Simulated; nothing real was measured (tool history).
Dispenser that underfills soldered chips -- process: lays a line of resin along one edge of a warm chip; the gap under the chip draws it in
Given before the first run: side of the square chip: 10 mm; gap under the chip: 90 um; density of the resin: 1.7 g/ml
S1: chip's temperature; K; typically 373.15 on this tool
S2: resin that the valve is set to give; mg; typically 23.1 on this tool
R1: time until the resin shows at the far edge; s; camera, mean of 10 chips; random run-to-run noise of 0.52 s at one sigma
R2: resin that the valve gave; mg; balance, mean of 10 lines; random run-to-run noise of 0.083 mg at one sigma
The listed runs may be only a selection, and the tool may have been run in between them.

run	hour	S1	S2	R1	R2
1	0.0	373.15	23.1	45.3	23.14
2	6.1	386.15	23.1	39.3	22.86
# hour 8.7: new syringe of resin
3	14.7	373.15	21.6	59.3	21.43
# hour 18.2: new syringe of resin
4	21.2	373.15	21.6	50.7	21.58
# hour 27.0: new syringe of resin
5	32.1	373.15	21.6	56.8	21.31
# hour 35.3: new syringe of resin
# hour 44.1: new syringe of resin
6	46.7	373.15	23.1	51.3	22.83
# hour 52.8: new syringe of resin
7	53.4	373.15	23.1	46.0	22.69
# hour 61.3: new syringe of resin
8	62.6	364.15	25.0	64.7	24.49
9	69.2	380.15	25.1	49.6	24.59
# hour 70.4: new syringe of resin
10	76.9	387.15	22.4	38.4	21.98
# hour 79.2: new syringe of resin
11	86.8	375.15	20.8	59.8	20.49
# hour 88.0: new syringe of resin
12	93.9	366.15	20.9	75.9	20.32
# hour 97.2: new syringe of resin
# hour 105.7: new syringe of resin
# hour 106.7: dispensing valve cleaned and set on the balance
13	108.1	366.15	27.0	61.3	26.91
14	114.3	376.15	20.4	59.5	20.32

Below are 5 alternative next runs, each starting from the tool's condition after run 14. Predict each:
# hour 115.3: new syringe of resin
# hour 124.1: new syringe of resin
A	125.7	359.15	20.4	?	?
# hour 115.3: new syringe of resin
# hour 124.1: new syringe of resin
B	125.7	381.15	28.2	?	?
# hour 115.3: new syringe of resin
# hour 124.1: new syringe of resin
C	125.7	360.15	19.9	?	?
# hour 115.3: new syringe of resin
# hour 124.1: new syringe of resin
D	125.7	373.15	24.2	?	?
# hour 115.3: new syringe of resin
# hour 124.1: new syringe of resin
E	125.7	384.15	20.4	?	?

run	R1	R2
A	83.2	20.27
B	36.8	28.10
C	79.5	19.79
D	48.4	24.19
E	34.1	20.43
With the hidden condition removed and each run's random variation left untouched, the same runs would have given:
run	R1	R2
A	73.9	20.36
B	32.9	28.24
C	70.6	19.89
D	43.3	24.31
E	30.4	20.53
